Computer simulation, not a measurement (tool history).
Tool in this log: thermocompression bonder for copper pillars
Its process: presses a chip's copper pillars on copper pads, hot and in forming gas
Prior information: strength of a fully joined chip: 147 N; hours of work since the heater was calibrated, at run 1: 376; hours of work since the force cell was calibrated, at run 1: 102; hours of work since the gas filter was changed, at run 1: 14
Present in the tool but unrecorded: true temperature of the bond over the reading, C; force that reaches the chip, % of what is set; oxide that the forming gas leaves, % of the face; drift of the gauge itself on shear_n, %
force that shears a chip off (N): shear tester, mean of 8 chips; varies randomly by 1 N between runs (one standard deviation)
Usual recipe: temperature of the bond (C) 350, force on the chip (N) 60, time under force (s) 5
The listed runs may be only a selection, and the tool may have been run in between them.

| run | hour | temperature of the bond (C) | force on the chip (N) | time under force (s) | hours of work since the heater was calibrated | hours of work since the force cell was calibrated | hours of work since the gas filter was changed | force that shears a chip off (N) |
|---|---|---|---|---|---|---|---|---|
| 1 | 0.0 | 350 | 60 | 5 | 376 | 102 | 14 | 93.4 |
| 2 | 48.9 | 350 | 60 | 5 | 403 | 129 | 41 | 91.7 |
| 3 | 122.5 | 358 | 60 | 5 | 444 | 170 | 82 | 98.0 |
| 4 | 171.6 | 358 | 60 | 5 | 471 | 197 | 109 | 94.7 |
| 5 | 231.1 | 330 | 60 | 5 | 504 | 230 | 142 | 76.8 |
| 6 | 272.1 | 350 | 39 | 5 | 527 | 253 | 165 | 58.2 |
| 7 | 362.4 | 350 | 39 | 5 | 577 | 303 | 215 | 58.0 |
|  | 368.2 | heater calibrated with a thermocouple chip |
| 8 | 405.8 | 350 | 39 | 5 | 21 | 326 | 238 | 58.3 |
| 9 | 452.3 | 353 | 60 | 5 | 47 | 352 | 264 | 91.0 |
| 10 | 501.0 | 353 | 60 | 5 | 74 | 379 | 291 | 90.2 |
| 11 | 584.7 | 353 | 60 | 5 | 120 | 426 | 338 | 89.5 |
| 12 | 653.6 | 343 | 52 | 4 | 159 | 464 | 376 | 67.6 |
| 13 | 712.5 | 370 | 87 | 5 | 191 | 497 | 409 | 117.5 |
| 14 | 775.8 | 350 | 40 | 14 | 227 | 532 | 444 | 80.1 |
| 15 | 819.0 | 337 | 47 | 5 | 251 | 556 | 468 | 61.2 |
|  | 828.0 | forming gas filter changed |
| 16 | 909.5 | 337 | 47 | 5 | 301 | 606 | 45 | 67.1 |
|  | 924.5 | heater calibrated with a thermocouple chip, once more |
| 17 | 949.7 | 353 | 78 | 6 | 14 | 627 | 67 | 114.5 |
| 18 | 1025.7 | 350 | 79 | 7 | 56 | 669 | 109 | 112.9 |
| 19 | 1067.0 | 350 | 79 | 7 | 79 | 692 | 132 | 111.8 |
| 20 | 1137.1 | 334 | 45 | 9 | 118 | 731 | 171 | 68.3 |

For run 21, what comes out?
| 21 | 1191.6 | 326 | 72 | 6 | 149 | 762 | 201 | ? |

force that shears a chip off (N): 85.6
Had the tool carried no hidden state, the very same run would have given force that shears a chip off (N) 92.6.

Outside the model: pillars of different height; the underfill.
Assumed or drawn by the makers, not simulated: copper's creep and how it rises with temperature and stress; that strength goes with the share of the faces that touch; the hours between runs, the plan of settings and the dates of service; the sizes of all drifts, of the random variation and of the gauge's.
